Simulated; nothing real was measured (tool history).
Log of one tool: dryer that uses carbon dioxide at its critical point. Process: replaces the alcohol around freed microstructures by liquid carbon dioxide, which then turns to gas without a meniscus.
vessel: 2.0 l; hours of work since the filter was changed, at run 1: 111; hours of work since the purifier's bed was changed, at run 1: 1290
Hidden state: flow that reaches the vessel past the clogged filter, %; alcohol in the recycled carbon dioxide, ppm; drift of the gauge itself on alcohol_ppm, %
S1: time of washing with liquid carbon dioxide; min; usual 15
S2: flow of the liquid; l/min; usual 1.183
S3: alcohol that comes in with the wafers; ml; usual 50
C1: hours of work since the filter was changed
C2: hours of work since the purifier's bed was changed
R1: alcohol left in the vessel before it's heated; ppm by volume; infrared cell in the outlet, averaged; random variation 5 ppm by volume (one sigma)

Run 1, day 0: usual settings; C1 111; C2 1290. Result: R1 149 ppm by volume.
Run 2, day 1.638: usual settings; C1 142; C2 1321. Result: R1 142 ppm by volume.
Run 3, day 3.55: usual settings; C1 178; C2 1357. Result: R1 162 ppm by volume.
Run 4, day 5.012: usual settings but S2 0.77 l/min; C1 206; C2 1385. Result: R1 652 ppm by volume.
At day 5.517: purifier's bed changed.
Run 5, day 7.138: usual settings but S3 56 ml; C1 244; C2 31. Result: R1 78 ppm by volume.
Run 6, day 8.571: usual settings but S1 18 min; C1 271; C2 58. Result: R1 36 ppm by volume.
Run 7, day 10.479: usual settings but S1 18 min; C1 307; C2 94. Result: R1 35 ppm by volume.
Run 8, day 12.412: usual settings but S1 18 min; C1 344; C2 130. Result: R1 31 ppm by volume.
Run 9, day 14.283: usual settings but S3 28 ml; C1 379; C2 166. Result: R1 65 ppm by volume.
At day 15.304: inlet filter changed.
Run 10, day 15.983: usual settings but S2 1.06 l/min, S3 34 ml; C1 13; C2 197. Result: R1 78 ppm by volume.
Run 11, day 16.892: usual settings but S2 1.06 l/min, S3 34 ml; C1 30; C2 214. Result: R1 84 ppm by volume.
Run 12, day 18.758: usual settings but S2 1.06 l/min, S3 34 ml; C1 65; C2 250. Result: R1 92 ppm by volume.
Run 13, day 19.754: usual settings but S2 1.06 l/min, S3 34 ml; C1 84; C2 268. Result: R1 87 ppm by volume.
Run 14, day 21.925: usual settings but S2 1.36 l/min, S3 64 ml; C1 125; C2 309. Result: R1 62 ppm by volume.
Run 15, day 23.054: usual settings but S2 1.36 l/min, S3 64 ml; C1 147; C2 331. Result: R1 57 ppm by volume.
Run 16, day 24.504: usual settings but S2 1.36 l/min, S3 64 ml; C1 174; C2 358. Result: R1 72 ppm by volume.
Run 17, day 26.121: usual settings but S1 10 min, S3 86 ml; C1 205; C2 389. Result: R1 782 ppm by volume.

5 ways to go on from here, each from the tool as it stands after run 17. What would each give?
Run A, day 28.062: usual settings but S1 14 min, S3 86 ml; C1 241; C2 426. Result: R1 ?.
Run B, day 28.062: usual settings but S1 23 min, S2 0.79 l/min; C1 241; C2 426. Result: R1 ?.
Run C, day 28.062: usual settings but S3 33 ml; C1 241; C2 426. Result: R1 ?.
Run D, day 28.062: usual settings but S1 24 min, S2 1.34 l/min, S3 51 ml; C1 241; C2 426. Result: R1 ?.
Run E, day 28.062: usual settings but S1 10 min, S3 47 ml; C1 241; C2 426. Result: R1 ?.

run   R1
  A  208
  B  104
  C   71
  D   44
  E  465
Without the tool's hidden state the same runs would have given:
run   R1
  A  123
  B   51
  C   26
  D   12
  E  330

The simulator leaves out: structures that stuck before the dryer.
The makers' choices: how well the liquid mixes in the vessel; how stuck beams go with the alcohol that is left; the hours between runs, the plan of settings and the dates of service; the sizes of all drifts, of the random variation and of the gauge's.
